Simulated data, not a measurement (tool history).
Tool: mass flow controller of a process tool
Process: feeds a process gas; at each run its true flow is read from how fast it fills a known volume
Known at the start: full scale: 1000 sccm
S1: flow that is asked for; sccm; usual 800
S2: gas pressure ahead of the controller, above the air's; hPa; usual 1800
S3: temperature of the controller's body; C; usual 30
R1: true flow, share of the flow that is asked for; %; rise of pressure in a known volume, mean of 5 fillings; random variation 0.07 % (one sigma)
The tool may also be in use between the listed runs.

run 1 hour=0.0 | S1=800 S2=1800 S3=30 | R1=99.07
run 2 hour=176.8 | S1=524 S2=1800 S3=30 | R1=98.71
run 3 hour=271.5 | S1=800 S2=1800 S3=30 | R1=99.31
run 4 hour=455.8 | S1=800 S2=1800 S3=30 | R1=99.70
run 5 hour=554.0 | S1=800 S2=1800 S3=30 | R1=99.74
run 6 hour=786.3 | S1=800 S2=1800 S3=30 | R1=100.01
run 7 hour=950.2 | S1=800 S2=1800 S3=30 | R1=100.36
run 8 hour=1169.7 | S1=482 S2=2270 S3=31 | R1=99.40
run 9 hour=1400.2 | S1=672 S2=2510 S3=30 | R1=99.81

The next listed run, before its measurement:
run 10 hour=1588.1 | S1=672 S2=1570 S3=30 | R1=?

R1: 100.73 %
Without the tool's hidden state the same run would have given R1 98.97 %.

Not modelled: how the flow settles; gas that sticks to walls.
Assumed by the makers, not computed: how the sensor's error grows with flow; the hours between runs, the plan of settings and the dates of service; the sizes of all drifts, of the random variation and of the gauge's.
